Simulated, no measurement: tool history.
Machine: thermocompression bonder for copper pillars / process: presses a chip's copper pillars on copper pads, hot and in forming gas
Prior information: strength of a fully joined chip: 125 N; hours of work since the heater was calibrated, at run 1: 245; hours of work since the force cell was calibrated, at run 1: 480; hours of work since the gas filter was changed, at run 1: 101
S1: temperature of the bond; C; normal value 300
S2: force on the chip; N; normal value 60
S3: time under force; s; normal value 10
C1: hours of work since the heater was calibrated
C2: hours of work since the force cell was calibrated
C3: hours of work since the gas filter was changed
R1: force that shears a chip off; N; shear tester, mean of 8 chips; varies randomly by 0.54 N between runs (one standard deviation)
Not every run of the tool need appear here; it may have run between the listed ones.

{"run": 1, "day": 0.0, "S1": 300, "S2": 60, "S3": 10, "C1": 245, "C2": 480, "C3": 101, "R1": 53.4}
{"run": 2, "day": 0.633, "S1": 300, "S2": 60, "S3": 10, "C1": 256, "C2": 491, "C3": 112, "R1": 54.1}
{"day": 0.821, "done": "forming gas filter changed"}
{"run": 3, "day": 1.017, "S1": 300, "S2": 60, "S3": 10, "C1": 262, "C2": 497, "C3": 3, "R1": 58.1}
{"run": 4, "day": 1.658, "S1": 315, "S2": 60, "S3": 10, "C1": 273, "C2": 508, "C3": 14, "R1": 68.9}
{"run": 5, "day": 2.071, "S1": 300, "S2": 60, "S3": 10, "C1": 280, "C2": 515, "C3": 21, "R1": 57.8}
{"run": 6, "day": 2.479, "S1": 300, "S2": 60, "S3": 10, "C1": 286, "C2": 522, "C3": 28, "R1": 58.2}
{"run": 7, "day": 2.875, "S1": 300, "S2": 60, "S3": 10, "C1": 293, "C2": 528, "C3": 35, "R1": 57.8}
{"run": 8, "day": 3.488, "S1": 300, "S2": 60, "S3": 10, "C1": 303, "C2": 539, "C3": 45, "R1": 57.3}
{"run": 9, "day": 4.138, "S1": 300, "S2": 60, "S3": 10, "C1": 314, "C2": 550, "C3": 56, "R1": 55.8}
{"run": 10, "day": 4.771, "S1": 300, "S2": 60, "S3": 10, "C1": 325, "C2": 560, "C3": 67, "R1": 55.8}
{"run": 11, "day": 5.158, "S1": 300, "S2": 60, "S3": 11, "C1": 332, "C2": 567, "C3": 73, "R1": 57.3}
{"run": 12, "day": 5.542, "S1": 300, "S2": 60, "S3": 27, "C1": 338, "C2": 573, "C3": 80, "R1": 76.5}
{"run": 13, "day": 6.129, "S1": 300, "S2": 67, "S3": 10, "C1": 348, "C2": 583, "C3": 90, "R1": 59.9}
{"run": 14, "day": 6.425, "S1": 300, "S2": 67, "S3": 10, "C1": 353, "C2": 588, "C3": 95, "R1": 58.1}
{"run": 15, "day": 6.725, "S1": 300, "S2": 67, "S3": 10, "C1": 358, "C2": 593, "C3": 100, "R1": 59.1}
{"run": 16, "day": 7.108, "S1": 300, "S2": 67, "S3": 10, "C1": 365, "C2": 600, "C3": 106, "R1": 58.3}
{"run": 17, "day": 7.45, "S1": 300, "S2": 67, "S3": 10, "C1": 370, "C2": 605, "C3": 112, "R1": 58.5}
{"day": 7.638, "done": "forming gas filter changed"}
{"run": 18, "day": 8.117, "S1": 300, "S2": 67, "S3": 10, "C1": 381, "C2": 616, "C3": 8, "R1": 62.5}
{"run": 19, "day": 8.517, "S1": 300, "S2": 67, "S3": 10, "C1": 388, "C2": 623, "C3": 15, "R1": 62.0}
{"run": 20, "day": 9.192, "S1": 302, "S2": 43, "S3": 7, "C1": 399, "C2": 634, "C3": 26, "R1": 41.8}
{"run": 21, "day": 9.629, "S1": 293, "S2": 69, "S3": 29, "C1": 407, "C2": 642, "C3": 34, "R1": 80.5}
{"run": 22, "day": 10.221, "S1": 293, "S2": 69, "S3": 29, "C1": 417, "C2": 652, "C3": 44, "R1": 80.4}
{"run": 23, "day": 10.675, "S1": 293, "S2": 69, "S3": 29, "C1": 424, "C2": 660, "C3": 51, "R1": 79.2}
{"run": 24, "day": 11.167, "S1": 272, "S2": 60, "S3": 29, "C1": 433, "C2": 668, "C3": 60, "R1": 57.7}
{"run": 25, "day": 11.812, "S1": 291, "S2": 40, "S3": 8, "C1": 444, "C2": 679, "C3": 70, "R1": 34.8}
{"run": 26, "day": 12.325, "S1": 272, "S2": 69, "S3": 8, "C1": 452, "C2": 687, "C3": 79, "R1": 38.8}
{"run": 27, "day": 13.021, "S1": 272, "S2": 69, "S3": 8, "C1": 464, "C2": 699, "C3": 91, "R1": 38.1}
{"run": 28, "day": 13.304, "S1": 272, "S2": 69, "S3": 8, "C1": 469, "C2": 704, "C3": 96, "R1": 38.0}
{"run": 29, "day": 13.604, "S1": 326, "S2": 60, "S3": 10, "C1": 474, "C2": 709, "C3": 101, "R1": 72.3}
{"run": 30, "day": 14.096, "S1": 271, "S2": 42, "S3": 7, "C1": 482, "C2": 717, "C3": 109, "R1": 24.9}
{"day": 14.475, "done": "forming gas filter changed"}
{"run": 31, "day": 14.679, "S1": 297, "S2": 86, "S3": 6, "C1": 492, "C2": 727, "C3": 3, "R1": 60.4}
{"run": 32, "day": 15.038, "S1": 325, "S2": 86, "S3": 17, "C1": 498, "C2": 733, "C3": 9, "R1": 102.3}

Predict each of these 3 candidate next runs independently; none follows another, all start after run 32:
{"run": "A", "day": 15.396, "S1": 300, "S2": 36, "S3": 23, "C1": 504, "C2": 739, "C3": 16, "R1": "?"}
{"run": "B", "day": 15.396, "S1": 325, "S2": 67, "S3": 24, "C1": 504, "C2": 739, "C3": 16, "R1": "?"}
{"run": "C", "day": 15.396, "S1": 286, "S2": 66, "S3": 5, "C1": 504, "C2": 739, "C3": 16, "R1": "?"}

run=A R1=56.0
run=B R1=99.5
run=C R1=40.2
With the hidden condition removed and each run's random variation left untouched, the same runs would have given:
run=A R1=56.2
run=B R1=100.4
run=C R1=40.3
